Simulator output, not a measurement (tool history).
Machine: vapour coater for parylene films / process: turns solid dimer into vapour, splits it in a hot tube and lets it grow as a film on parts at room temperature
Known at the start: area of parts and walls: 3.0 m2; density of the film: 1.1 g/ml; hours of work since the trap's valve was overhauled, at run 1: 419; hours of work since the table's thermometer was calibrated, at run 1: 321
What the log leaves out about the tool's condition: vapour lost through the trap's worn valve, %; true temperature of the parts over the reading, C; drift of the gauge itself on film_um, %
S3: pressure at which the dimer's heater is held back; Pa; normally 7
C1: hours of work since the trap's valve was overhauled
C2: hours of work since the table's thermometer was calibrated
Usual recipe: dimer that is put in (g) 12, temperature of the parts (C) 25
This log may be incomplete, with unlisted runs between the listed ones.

run 1 day=0 | dimer_that_is_put_in_(g)=12 temperature_of_the_parts_(C)=25 S3=7 | C1=419 C2=321 | thickness_of_the_film_(um)=1.9
run 2 day=0.75 | dimer_that_is_put_in_(g)=12 temperature_of_the_parts_(C)=25 S3=7 | C1=429 C2=332 | thickness_of_the_film_(um)=1.88
run 3 day=1.975 | dimer_that_is_put_in_(g)=12 temperature_of_the_parts_(C)=25 S3=7 | C1=446 C2=349 | thickness_of_the_film_(um)=1.86
-- day=2.275 trap's valve overhauled
run 4 day=2.712 | dimer_that_is_put_in_(g)=12 temperature_of_the_parts_(C)=25 S3=7 | C1=6 C2=357 | thickness_of_the_film_(um)=1.97
run 5 day=3.708 | dimer_that_is_put_in_(g)=12 temperature_of_the_parts_(C)=25 S3=7 | C1=20 C2=370 | thickness_of_the_film_(um)=2
run 6 day=4.533 | dimer_that_is_put_in_(g)=12 temperature_of_the_parts_(C)=25 S3=7 | C1=31 C2=382 | thickness_of_the_film_(um)=1.98
run 7 day=5.688 | dimer_that_is_put_in_(g)=12 temperature_of_the_parts_(C)=25 S3=7 | C1=47 C2=398 | thickness_of_the_film_(um)=1.99
run 8 day=6.504 | dimer_that_is_put_in_(g)=19 temperature_of_the_parts_(C)=25 S3=7 | C1=58 C2=409 | thickness_of_the_film_(um)=3.13
run 9 day=7.558 | dimer_that_is_put_in_(g)=19 temperature_of_the_parts_(C)=27 S3=7 | C1=73 C2=424 | thickness_of_the_film_(um)=2.84
run 10 day=8.488 | dimer_that_is_put_in_(g)=12 temperature_of_the_parts_(C)=25 S3=9.67 | C1=86 C2=437 | thickness_of_the_film_(um)=1.86
run 11 day=9.121 | dimer_that_is_put_in_(g)=12 temperature_of_the_parts_(C)=25 S3=9.67 | C1=95 C2=445 | thickness_of_the_film_(um)=1.86
-- day=9.271 table's thermometer calibrated
run 12 day=10.425 | dimer_that_is_put_in_(g)=12 temperature_of_the_parts_(C)=25 S3=9.67 | C1=112 C2=16 | thickness_of_the_film_(um)=1.88
run 13 day=11.025 | dimer_that_is_put_in_(g)=12 temperature_of_the_parts_(C)=25 S3=9.67 | C1=120 C2=24 | thickness_of_the_film_(um)=1.84
run 14 day=11.975 | dimer_that_is_put_in_(g)=12 temperature_of_the_parts_(C)=25 S3=9.67 | C1=134 C2=37 | thickness_of_the_film_(um)=1.85
run 15 day=13.075 | dimer_that_is_put_in_(g)=12 temperature_of_the_parts_(C)=25 S3=9.67 | C1=149 C2=53 | thickness_of_the_film_(um)=1.87
run 16 day=13.812 | dimer_that_is_put_in_(g)=12 temperature_of_the_parts_(C)=25 S3=9.67 | C1=159 C2=63 | thickness_of_the_film_(um)=1.86
-- day=14.254 table's thermometer calibrated, once more
run 17 day=15.029 | dimer_that_is_put_in_(g)=14 temperature_of_the_parts_(C)=17 S3=5 | C1=175 C2=11 | thickness_of_the_film_(um)=3.52
run 18 day=16.233 | dimer_that_is_put_in_(g)=14 temperature_of_the_parts_(C)=17 S3=5 | C1=192 C2=27 | thickness_of_the_film_(um)=3.54
run 19 day=17.221 | dimer_that_is_put_in_(g)=14 temperature_of_the_parts_(C)=17 S3=5 | C1=206 C2=41 | thickness_of_the_film_(um)=3.5
run 20 day=18.529 | dimer_that_is_put_in_(g)=9 temperature_of_the_parts_(C)=30 S3=11.71 | C1=224 C2=59 | thickness_of_the_film_(um)=1.02
run 21 day=19.867 | dimer_that_is_put_in_(g)=15 temperature_of_the_parts_(C)=18 S3=7 | C1=242 C2=78 | thickness_of_the_film_(um)=3.37
run 22 day=20.954 | dimer_that_is_put_in_(g)=12 temperature_of_the_parts_(C)=22 S3=6.43 | C1=257 C2=93 | thickness_of_the_film_(um)=2.22
run 23 day=22.083 | dimer_that_is_put_in_(g)=12 temperature_of_the_parts_(C)=22 S3=6.43 | C1=273 C2=108 | thickness_of_the_film_(um)=2.23
run 24 day=22.65 | dimer_that_is_put_in_(g)=12 temperature_of_the_parts_(C)=22 S3=6.43 | C1=281 C2=116 | thickness_of_the_film_(um)=2.22
run 25 day=23.658 | dimer_that_is_put_in_(g)=19 temperature_of_the_parts_(C)=25 S3=2.63 | C1=295 C2=130 | thickness_of_the_film_(um)=3.59
run 26 day=24.821 | dimer_that_is_put_in_(g)=12 temperature_of_the_parts_(C)=17 S3=7 | C1=311 C2=146 | thickness_of_the_film_(um)=2.77
run 27 day=26.1 | dimer_that_is_put_in_(g)=8 temperature_of_the_parts_(C)=25 S3=7 | C1=328 C2=164 | thickness_of_the_film_(um)=1.27
run 28 day=27.004 | dimer_that_is_put_in_(g)=7 temperature_of_the_parts_(C)=18 S3=2.81 | C1=341 C2=176 | thickness_of_the_film_(um)=1.84
run 29 day=27.829 | dimer_that_is_put_in_(g)=17 temperature_of_the_parts_(C)=25 S3=7 | C1=352 C2=188 | thickness_of_the_film_(um)=2.67
run 30 day=28.946 | dimer_that_is_put_in_(g)=5 temperature_of_the_parts_(C)=25 S3=4.11 | C1=368 C2=203 | thickness_of_the_film_(um)=0.86
run 31 day=29.65 | dimer_that_is_put_in_(g)=12 temperature_of_the_parts_(C)=23 S3=10.69 | C1=378 C2=213 | thickness_of_the_film_(um)=1.93

Consider 5 possible next runs. They are alternatives, not a sequence: every one starts from the tool as it was left by run 31. What does each give?
run A day=30.438 | dimer_that_is_put_in_(g)=6 temperature_of_the_parts_(C)=36 S3=2.68 | C1=388 C2=224 | thickness_of_the_film_(um)=?
run B day=30.438 | dimer_that_is_put_in_(g)=12 temperature_of_the_parts_(C)=23 S3=5.18 | C1=388 C2=224 | thickness_of_the_film_(um)=?
run C day=30.438 | dimer_that_is_put_in_(g)=12 temperature_of_the_parts_(C)=33 S3=7 | C1=388 C2=224 | thickness_of_the_film_(um)=?
run D day=30.438 | dimer_that_is_put_in_(g)=18 temperature_of_the_parts_(C)=23 S3=10.69 | C1=388 C2=224 | thickness_of_the_film_(um)=?
run E day=30.438 | dimer_that_is_put_in_(g)=21 temperature_of_the_parts_(C)=17 S3=10.69 | C1=388 C2=224 | thickness_of_the_film_(um)=?

run=A thickness_of_the_film_(um)=0.64
run=B thickness_of_the_film_(um)=2.21
run=C thickness_of_the_film_(um)=1.28
run=D thickness_of_the_film_(um)=2.87
run=E thickness_of_the_film_(um)=4.49
Stripped of hidden state, with their random variation kept, the same runs would have yielded:
run=A thickness_of_the_film_(um)=0.68
run=B thickness_of_the_film_(um)=2.34
run=C thickness_of_the_film_(um)=1.35
run=D thickness_of_the_film_(um)=3.04
run=E thickness_of_the_film_(um)=4.77
